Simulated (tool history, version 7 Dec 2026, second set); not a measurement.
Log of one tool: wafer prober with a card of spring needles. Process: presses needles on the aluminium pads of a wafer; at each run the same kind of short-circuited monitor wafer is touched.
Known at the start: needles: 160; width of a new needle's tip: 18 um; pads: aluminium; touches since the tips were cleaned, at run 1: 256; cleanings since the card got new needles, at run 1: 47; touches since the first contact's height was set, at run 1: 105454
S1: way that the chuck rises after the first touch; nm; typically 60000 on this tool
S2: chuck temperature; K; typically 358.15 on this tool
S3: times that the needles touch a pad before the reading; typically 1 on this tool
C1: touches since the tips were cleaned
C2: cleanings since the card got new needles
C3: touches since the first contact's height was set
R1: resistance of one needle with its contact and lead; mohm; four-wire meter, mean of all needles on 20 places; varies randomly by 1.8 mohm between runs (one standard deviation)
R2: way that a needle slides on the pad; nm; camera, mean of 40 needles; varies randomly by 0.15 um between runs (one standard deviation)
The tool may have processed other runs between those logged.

Run 1, hour 0.0: usual settings; C1 256; C2 47; C3 105454. Result: R1 194 mohm, R2 13630 nm.
At hour 3.2: tips cleaned on abrasive film.
At hour 6.4: tips cleaned on abrasive film.
At hour 10.3: tips cleaned on abrasive film.
At hour 13.5: tips cleaned on abrasive film.
At hour 17.5: tips cleaned on abrasive film.
At hour 20.7: tips cleaned on abrasive film.
At hour 23.8: tips cleaned on abrasive film.
At hour 27.0: tips cleaned on abrasive film.
At hour 31.0: tips cleaned on abrasive film.
At hour 34.2: tips cleaned on abrasive film.
At hour 37.4: tips cleaned on abrasive film.
At hour 40.5: tips cleaned on abrasive film.
At hour 43.7: tips cleaned on abrasive film.
At hour 46.9: tips cleaned on abrasive film.
At hour 50.1: tips cleaned on abrasive film.
At hour 53.3: tips cleaned on abrasive film.
At hour 56.5: tips cleaned on abrasive film.
At hour 59.7: tips cleaned on abrasive film.
At hour 62.8: tips cleaned on abrasive film.
At hour 66.8: tips cleaned on abrasive film.
At hour 70.0: tips cleaned on abrasive film.
At hour 73.2: tips cleaned on abrasive film.
At hour 77.1: tips cleaned on abrasive film.
Run 2, hour 77.3: usual settings but S2 344.15 K; C1 156; C2 70; C3 156630. Result: R1 195 mohm, R2 12760 nm.
At hour 80.5: tips cleaned on abrasive film.
At hour 83.7: tips cleaned on abrasive film.
At hour 86.9: tips cleaned on abrasive film.
At hour 90.1: tips cleaned on abrasive film.
At hour 93.3: tips cleaned on abrasive film.
At hour 96.5: tips cleaned on abrasive film.
At hour 99.6: tips cleaned on abrasive film.
At hour 102.8: tips cleaned on abrasive film.
At hour 106.0: tips cleaned on abrasive film.
At hour 109.2: tips cleaned on abrasive film.
At hour 112.4: tips cleaned on abrasive film.
At hour 115.6: tips cleaned on abrasive film.
At hour 118.8: tips cleaned on abrasive film.
At hour 120.6: height of the first contact set anew.
At hour 122.2: tips cleaned on abrasive film.
At hour 125.4: tips cleaned on abrasive film.
At hour 128.6: tips cleaned on abrasive film.
At hour 131.8: tips cleaned on abrasive film.
Run 3, hour 134.0: usual settings but S2 344.15 K; C1 1510; C2 87; C3 8874. Result: R1 215 mohm, R2 11050 nm.
At hour 135.7: tips cleaned on abrasive film.
At hour 138.8: tips cleaned on abrasive film.
At hour 142.8: tips cleaned on abrasive film.
At hour 146.0: tips cleaned on abrasive film.
At hour 149.2: tips cleaned on abrasive film.
At hour 152.4: tips cleaned on abrasive film.
At hour 155.5: tips cleaned on abrasive film.
At hour 159.5: tips cleaned on abrasive film.
At hour 162.7: tips cleaned on abrasive film.
At hour 166.6: tips cleaned on abrasive film.
At hour 170.6: tips cleaned on abrasive film.
At hour 173.8: tips cleaned on abrasive film.
At hour 177.0: tips cleaned on abrasive film.
At hour 180.2: tips cleaned on abrasive film.
At hour 183.3: tips cleaned on abrasive film.
At hour 187.3: tips cleaned on abrasive film.
At hour 191.3: tips cleaned on abrasive film.
At hour 195.2: tips cleaned on abrasive film.
At hour 198.4: tips cleaned on abrasive film.
Run 4, hour 200.3: usual settings but S1 46000 nm; C1 1322; C2 106; C3 52801. Result: R1 253 mohm, R2 7680 nm.
At hour 202.0: tips cleaned on abrasive film.
At hour 205.2: tips cleaned on abrasive film.
At hour 209.1: tips cleaned on abrasive film.
At hour 213.1: tips cleaned on abrasive film.
At hour 216.3: tips cleaned on abrasive film.
At hour 219.4: tips cleaned on abrasive film.
At hour 222.6: tips cleaned on abrasive film.
At hour 225.8: tips cleaned on abrasive film.
At hour 229.0: tips cleaned on abrasive film.
At hour 233.0: tips cleaned on abrasive film.
At hour 236.1: tips cleaned on abrasive film.
At hour 239.3: tips cleaned on abrasive film.
At hour 242.5: tips cleaned on abrasive film.
At hour 245.7: tips cleaned on abrasive film.
At hour 249.7: tips cleaned on abrasive film.
At hour 252.8: tips cleaned on abrasive film.
At hour 256.8: tips cleaned on abrasive film.
At hour 260.0: tips cleaned on abrasive film.
Run 5, hour 262.0: usual settings but S1 46000 nm; C1 1350; C2 124; C3 93601. Result: R1 256 mohm, R2 7050 nm.
At hour 263.6: tips cleaned on abrasive film.
At hour 266.8: tips cleaned on abrasive film.
At hour 270.0: tips cleaned on abrasive film.
At hour 273.2: tips cleaned on abrasive film.
At hour 276.4: tips cleaned on abrasive film.
At hour 279.5: tips cleaned on abrasive film.
At hour 282.7: tips cleaned on abrasive film.
At hour 285.9: tips cleaned on abrasive film.
At hour 289.1: tips cleaned on abrasive film.
At hour 292.3: tips cleaned on abrasive film.
At hour 295.5: tips cleaned on abrasive film.
At hour 298.6: tips cleaned on abrasive film.
At hour 301.8: tips cleaned on abrasive film.
At hour 305.0: tips cleaned on abrasive film.
At hour 308.2: tips cleaned on abrasive film.
Run 6, hour 309.6: usual settings but S1 46000 nm; C1 943; C2 139; C3 125052. Result: R1 257 mohm, R2 6780 nm.
At hour 312.0: tips cleaned on abrasive film.
At hour 315.2: tips cleaned on abrasive film.
At hour 318.4: tips cleaned on abrasive film.
At hour 322.3: tips cleaned on abrasive film.
At hour 325.5: tips cleaned on abrasive film.
At hour 328.7: tips cleaned on abrasive film.
At hour 332.7: tips cleaned on abrasive film.
At hour 336.6: tips cleaned on abrasive film.
At hour 339.8: tips cleaned on abrasive film.
At hour 343.0: tips cleaned on abrasive film.
At hour 346.9: tips cleaned on abrasive film.
At hour 350.9: tips cleaned on abrasive film.
At hour 354.9: tips cleaned on abrasive film.
At hour 358.8: tips cleaned on abrasive film.
Run 7, hour 359.8: usual settings but S1 46000 nm; C1 683; C2 153; C3 158345. Result: R1 258 mohm, R2 6360 nm.
At hour 362.2: tips cleaned on abrasive film.
At hour 365.4: tips cleaned on abrasive film.
At hour 368.6: tips cleaned on abrasive film.
At hour 371.8: tips cleaned on abrasive film.
At hour 375.0: tips cleaned on abrasive film.
At hour 378.9: tips cleaned on abrasive film.
At hour 382.9: tips cleaned on abrasive film.
At hour 386.8: tips cleaned on abrasive film.
At hour 390.0: tips cleaned on abrasive film.
At hour 393.2: tips cleaned on abrasive film.
At hour 396.4: tips cleaned on abrasive film.
At hour 400.3: tips cleaned on abrasive film.
At hour 400.6: height of the first contact set anew.
At hour 404.6: tips cleaned on abrasive film.
At hour 408.6: tips cleaned on abrasive film.
At hour 412.5: tips cleaned on abrasive film.
Run 8, hour 413.6: usual settings but S1 53000 nm, S2 365.15 K; C1 731; C2 168; C3 8620. Result: R1 205 mohm, R2 12920 nm.
At hour 416.0: tips cleaned on abrasive film.
At hour 419.2: tips cleaned on abrasive film.
At hour 422.4: tips cleaned on abrasive film.
At hour 426.3: tips cleaned on abrasive film.
At hour 430.3: tips cleaned on abrasive film.
At hour 434.2: tips cleaned on abrasive film.
At hour 437.4: tips cleaned on abrasive film.
At hour 441.4: tips cleaned on abrasive film.
At hour 444.6: tips cleaned on abrasive film.
At hour 447.8: tips cleaned on abrasive film.
At hour 450.9: tips cleaned on abrasive film.
At hour 454.9: tips cleaned on abrasive film.
At hour 458.1: tips cleaned on abrasive film.
At hour 461.3: tips cleaned on abrasive film.
At hour 464.5: tips cleaned on abrasive film.
At hour 467.6: tips cleaned on abrasive film.
At hour 470.8: tips cleaned on abrasive film.
At hour 474.0: tips cleaned on abrasive film.
At hour 477.2: tips cleaned on abrasive film.
At hour 480.4: tips cleaned on abrasive film.
Run 9, hour 482.8: usual settings but S1 53000 nm, S2 365.15 K; C1 1641; C2 188; C3 54444. Result: R1 221 mohm, R2 12350 nm.
At hour 483.7: tips cleaned on abrasive film.
At hour 487.6: tips cleaned on abrasive film.
At hour 491.6: tips cleaned on abrasive film.
At hour 494.8: tips cleaned on abrasive film.
At hour 498.7: tips cleaned on abrasive film.
At hour 501.9: tips cleaned on abrasive film.
At hour 505.1: tips cleaned on abrasive film.
At hour 517.1: card fitted with new needles.
At hour 520.3: tips cleaned on abrasive film.
At hour 524.2: tips cleaned on abrasive film.
At hour 527.4: tips cleaned on abrasive film.
At hour 530.6: tips cleaned on abrasive film.
Run 10, hour 532.2: usual settings but S1 73000 nm; C1 1111; C2 4; C3 10053. Result: R1 197 mohm, R2 17180 nm.
At hour 533.9: tips cleaned on abrasive film.
At hour 537.1: tips cleaned on abrasive film.
At hour 541.0: tips cleaned on abrasive film.
At hour 544.2: tips cleaned on abrasive film.
At hour 547.4: tips cleaned on abrasive film.
At hour 550.6: tips cleaned on abrasive film.
At hour 554.5: tips cleaned on abrasive film.
At hour 557.7: tips cleaned on abrasive film.
At hour 560.9: tips cleaned on abrasive film.
At hour 564.1: tips cleaned on abrasive film.
At hour 567.3: tips cleaned on abrasive film.
At hour 569.1: height of the first contact set anew, once more.
At hour 570.8: tips cleaned on abrasive film.
At hour 573.9: tips cleaned on abrasive film.
At hour 577.9: tips cleaned on abrasive film.
At hour 581.1: tips cleaned on abrasive film.
At hour 584.3: tips cleaned on abrasive film.
At hour 587.5: tips cleaned on abrasive film.
At hour 591.4: tips cleaned on abrasive film.
At hour 595.4: tips cleaned on abrasive film.
At hour 599.3: tips cleaned on abrasive film.
At hour 602.5: tips cleaned on abrasive film.
Run 11, hour 604.4: usual settings but S1 48000 nm, S2 378.15 K, S3 3; C1 1273; C2 25; C3 23365. Result: R1 205 mohm, R2 11510 nm.
At hour 606.0: tips cleaned on abrasive film.
At hour 609.2: tips cleaned on abrasive film.
At hour 612.4: tips cleaned on abrasive film.
At hour 615.6: tips cleaned on abrasive film.
At hour 619.5: tips cleaned on abrasive film.
At hour 622.7: tips cleaned on abrasive film.
At hour 625.9: tips cleaned on abrasive film.
At hour 629.1: tips cleaned on abrasive film.
At hour 632.3: tips cleaned on abrasive film.
At hour 635.5: tips cleaned on abrasive film.
At hour 638.7: tips cleaned on abrasive film.
At hour 641.8: tips cleaned on abrasive film.
At hour 645.0: tips cleaned on abrasive film.
At hour 648.2: tips cleaned on abrasive film.
At hour 651.4: tips cleaned on abrasive film.
At hour 654.6: tips cleaned on abrasive film.
Run 12, hour 656.9: usual settings but S2 353.15 K, S3 3; C1 1554; C2 41; C3 58057. Result: R1 197 mohm, R2 14150 nm.

Pick out some run-to-run changes in R1. Of each, how much would a tool without hidden state show as well, from the settings, what came in and chance, and how much is left for the hidden state and any gauge scatter not in both results compared?
Hidden conditions of the tool in this case: debris on the tips, nm; way that the needles fall short of the set height, um; tips' diameter, um; drift of the gauge itself on contact_mohm, %; drift of the gauge itself on scrub_um, %.
Run 7 -> 8: S1 46000 -> 53000, S2 358.15 -> 365.15, tips cleaned on abrasive film, tips cleaned on abrasive film, tips cleaned on abrasive film, tips cleaned on abrasive film, tips cleaned on abrasive film, tips cleaned on abrasive film, tips cleaned on abrasive film, tips cleaned on abrasive film, tips cleaned on abrasive film, tips cleaned on abrasive film, tips cleaned on abrasive film, tips cleaned on abrasive film, height of the first contact set anew, tips cleaned on abrasive film, tips cleaned on abrasive film, tips cleaned on abrasive film. R1 -53 mohm: hidden state -50, all else -3.

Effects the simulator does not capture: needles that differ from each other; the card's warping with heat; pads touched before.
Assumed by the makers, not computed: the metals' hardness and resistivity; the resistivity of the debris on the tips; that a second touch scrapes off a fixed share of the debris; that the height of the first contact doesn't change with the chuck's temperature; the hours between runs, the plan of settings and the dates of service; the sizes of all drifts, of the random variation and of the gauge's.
